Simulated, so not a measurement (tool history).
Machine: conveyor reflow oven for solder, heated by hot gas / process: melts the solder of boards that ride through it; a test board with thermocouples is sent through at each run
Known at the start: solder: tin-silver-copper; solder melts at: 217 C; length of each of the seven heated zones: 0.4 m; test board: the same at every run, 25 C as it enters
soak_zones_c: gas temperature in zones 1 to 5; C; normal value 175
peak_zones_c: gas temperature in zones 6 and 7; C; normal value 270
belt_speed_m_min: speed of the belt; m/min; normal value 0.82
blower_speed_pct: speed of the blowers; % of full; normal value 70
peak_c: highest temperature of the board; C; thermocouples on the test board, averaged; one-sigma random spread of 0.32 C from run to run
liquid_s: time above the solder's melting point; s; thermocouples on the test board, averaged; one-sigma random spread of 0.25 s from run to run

Run 1, day 0: usual settings. Result: peak_c 253.9 C, liquid_s 44.4 s.
Run 2, day 0.379: usual settings but soak_zones_c 168 C. Result: peak_c 252.5 C, liquid_s 42 s.
Run 3, day 0.625: usual settings. Result: peak_c 253.6 C, liquid_s 44.5 s.
Run 4, day 0.967: usual settings but belt_speed_m_min 0.913 m/min. Result: peak_c 250.8 C, liquid_s 37.6 s.
Run 5, day 1.167: usual settings but belt_speed_m_min 0.913 m/min. Result: peak_c 250.1 C, liquid_s 37.4 s.
Run 6, day 1.4: usual settings but belt_speed_m_min 0.913 m/min. Result: peak_c 249.6 C, liquid_s 37.7 s.
Run 7, day 1.767: usual settings but belt_speed_m_min 0.913 m/min. Result: peak_c 250.4 C, liquid_s 37.4 s.
Run 8, day 2.004: usual settings but soak_zones_c 188 C, belt_speed_m_min 0.913 m/min. Result: peak_c 253.5 C, liquid_s 42.8 s.
Run 9, day 2.283: usual settings but soak_zones_c 188 C, belt_speed_m_min 0.913 m/min. Result: peak_c 252.8 C, liquid_s 43.1 s.
Run 10, day 2.567: usual settings but soak_zones_c 188 C, belt_speed_m_min 0.913 m/min. Result: peak_c 253 C, liquid_s 42.8 s.
Run 11, day 2.85: usual settings. Result: peak_c 254 C, liquid_s 44.7 s.
Run 12, day 3.229: usual settings. Result: peak_c 254.3 C, liquid_s 44.9 s.
Run 13, day 3.421: usual settings but belt_speed_m_min 0.816 m/min. Result: peak_c 254 C, liquid_s 45.3 s.
Run 14, day 3.662: usual settings but belt_speed_m_min 0.957 m/min. Result: peak_c 248.2 C, liquid_s 35 s.
Run 15, day 4.108: usual settings but belt_speed_m_min 0.957 m/min. Result: peak_c 248.8 C, liquid_s 35.1 s.
Run 16, day 4.496: usual settings but belt_speed_m_min 0.957 m/min. Result: peak_c 248.6 C, liquid_s 34.8 s.
Run 17, day 4.867: usual settings but soak_zones_c 168 C, belt_speed_m_min 0.723 m/min. Result: peak_c 256.9 C, liquid_s 51.1 s.
Run 18, day 5.271: usual settings but soak_zones_c 176 C, belt_speed_m_min 0.723 m/min, blower_speed_pct 75 % of full. Result: peak_c 258.7 C, liquid_s 54.7 s.
Run 19, day 5.521: usual settings but soak_zones_c 187 C, belt_speed_m_min 0.894 m/min. Result: peak_c 253.7 C, liquid_s 43.5 s.
Run 20, day 5.817: usual settings but soak_zones_c 187 C, belt_speed_m_min 0.894 m/min. Result: peak_c 253.7 C, liquid_s 43.9 s.
Run 21, day 6.104: usual settings but soak_zones_c 162 C. Result: peak_c 250.8 C, liquid_s 40.3 s.
Run 22, day 6.538: usual settings but soak_zones_c 186 C, peak_zones_c 268 C, blower_speed_pct 66 % of full. Result: peak_c 252.9 C, liquid_s 47.9 s.
Run 23, day 6.758: usual settings but soak_zones_c 179 C, belt_speed_m_min 0.931 m/min. Result: peak_c 250.5 C, liquid_s 38 s.
Run 24, day 6.996: usual settings but soak_zones_c 185 C, peak_zones_c 282 C, belt_speed_m_min 0.916 m/min, blower_speed_pct 59 % of full. Result: peak_c 258.9 C, liquid_s 43.6 s.
Run 25, day 7.212: usual settings but soak_zones_c 172 C, peak_zones_c 276 C. Result: peak_c 258.9 C, liquid_s 46.2 s.
Run 26, day 7.533: usual settings but soak_zones_c 178 C, blower_speed_pct 77 % of full. Result: peak_c 256 C, liquid_s 47.1 s.
Run 27, day 7.796: usual settings but soak_zones_c 183 C, belt_speed_m_min 0.714 m/min, blower_speed_pct 77 % of full. Result: peak_c 259.5 C, liquid_s 58.1 s.
Run 28, day 8.171: usual settings but soak_zones_c 183 C, belt_speed_m_min 0.714 m/min, blower_speed_pct 77 % of full. Result: peak_c 260.2 C, liquid_s 58.3 s.
Run 29, day 8.467: usual settings but soak_zones_c 183 C, belt_speed_m_min 0.714 m/min, blower_speed_pct 77 % of full. Result: peak_c 260.1 C, liquid_s 59 s.
Run 30, day 8.696: usual settings but soak_zones_c 186 C, peak_zones_c 283 C, belt_speed_m_min 0.696 m/min, blower_speed_pct 56 % of full. Result: peak_c 268.8 C, liquid_s 64.2 s.
Run 31, day 8.917: usual settings but soak_zones_c 186 C, peak_zones_c 283 C, belt_speed_m_min 0.696 m/min, blower_speed_pct 56 % of full. Result: peak_c 269.7 C, liquid_s 64 s.
Run 32, day 9.208: usual settings but soak_zones_c 171 C, peak_zones_c 260 C. Result: peak_c 244.1 C, liquid_s 37.8 s.

3 options for the next run, each taken on its own from the tool as it stands now. Forecast them:
Run A, day 9.675: usual settings but soak_zones_c 163 C, peak_zones_c 259 C. Result: peak_c ?, liquid_s ?.
Run B, day 9.675: usual settings but soak_zones_c 162 C, belt_speed_m_min 0.907 m/min, blower_speed_pct 65 % of full. Result: peak_c ?, liquid_s ?.
Run C, day 9.675: usual settings but soak_zones_c 171 C, peak_zones_c 263 C. Result: peak_c ?, liquid_s ?.

run  peak_c  liquid_s
  A     242      34.5
  B   246.4        32
  C   246.8      39.9
Take away the tool's hidden state, keep each run's random variation, and the runs would have read:
run  peak_c  liquid_s
  A     242      34.5
  B   246.4        32
  C   246.8      39.9

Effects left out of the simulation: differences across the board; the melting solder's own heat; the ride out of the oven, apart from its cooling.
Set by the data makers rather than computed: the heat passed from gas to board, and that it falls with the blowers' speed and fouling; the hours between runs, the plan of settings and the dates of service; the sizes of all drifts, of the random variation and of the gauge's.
